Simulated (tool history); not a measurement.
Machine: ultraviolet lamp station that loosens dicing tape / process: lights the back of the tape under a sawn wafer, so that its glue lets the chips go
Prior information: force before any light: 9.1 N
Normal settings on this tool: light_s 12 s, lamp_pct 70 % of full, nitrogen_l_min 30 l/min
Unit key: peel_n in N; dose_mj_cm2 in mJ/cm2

{"run": 1, "hour": 0.0, "light_s": 12, "lamp_pct": 70, "nitrogen_l_min": 30, "peel_n": 1.561, "dose_mj_cm2": 310}
{"run": 2, "hour": 10.3, "light_s": 12, "lamp_pct": 70, "nitrogen_l_min": 30, "peel_n": 1.661, "dose_mj_cm2": 309}
{"run": 3, "hour": 29.0, "light_s": 10, "lamp_pct": 70, "nitrogen_l_min": 30, "peel_n": 2.102, "dose_mj_cm2": 262}
{"hour": 30.6, "done": "window cleaned of glue's vapour"}
{"run": 4, "hour": 38.7, "light_s": 10, "lamp_pct": 70, "nitrogen_l_min": 30, "peel_n": 2.331, "dose_mj_cm2": 244}
{"run": 5, "hour": 53.6, "light_s": 10, "lamp_pct": 70, "nitrogen_l_min": 30, "peel_n": 2.335, "dose_mj_cm2": 244}
{"run": 6, "hour": 64.7, "light_s": 7, "lamp_pct": 70, "nitrogen_l_min": 34, "peel_n": 3.253, "dose_mj_cm2": 173}
{"run": 7, "hour": 75.3, "light_s": 9, "lamp_pct": 88, "nitrogen_l_min": 34, "peel_n": 1.818, "dose_mj_cm2": 274}
{"run": 8, "hour": 95.9, "light_s": 12, "lamp_pct": 70, "nitrogen_l_min": 46, "peel_n": 1.436, "dose_mj_cm2": 290}
{"run": 9, "hour": 107.2, "light_s": 12, "lamp_pct": 70, "nitrogen_l_min": 46, "peel_n": 1.403, "dose_mj_cm2": 290}
{"run": 10, "hour": 121.0, "light_s": 12, "lamp_pct": 70, "nitrogen_l_min": 46, "peel_n": 1.455, "dose_mj_cm2": 284}

Forecast each of these 3 alternatives for the next run:
{"run": "A", "hour": 136.4, "light_s": 8, "lamp_pct": 70, "nitrogen_l_min": 55, "peel_n": "?", "dose_mj_cm2": "?"}
{"run": "B", "hour": 136.4, "light_s": 23, "lamp_pct": 64, "nitrogen_l_min": 15, "peel_n": "?", "dose_mj_cm2": "?"}
{"run": "C", "hour": 136.4, "light_s": 8, "lamp_pct": 82, "nitrogen_l_min": 10, "peel_n": "?", "dose_mj_cm2": "?"}

run=A peel_n=2.412 dose_mj_cm2=191
run=B peel_n=1.083 dose_mj_cm2=499
run=C peel_n=3.988 dose_mj_cm2=222
Stripped of hidden state, with their random variation kept, the same runs would have yielded:
run=A peel_n=1.912 dose_mj_cm2=226
run=B peel_n=0.779 dose_mj_cm2=592
run=C peel_n=3.430 dose_mj_cm2=263

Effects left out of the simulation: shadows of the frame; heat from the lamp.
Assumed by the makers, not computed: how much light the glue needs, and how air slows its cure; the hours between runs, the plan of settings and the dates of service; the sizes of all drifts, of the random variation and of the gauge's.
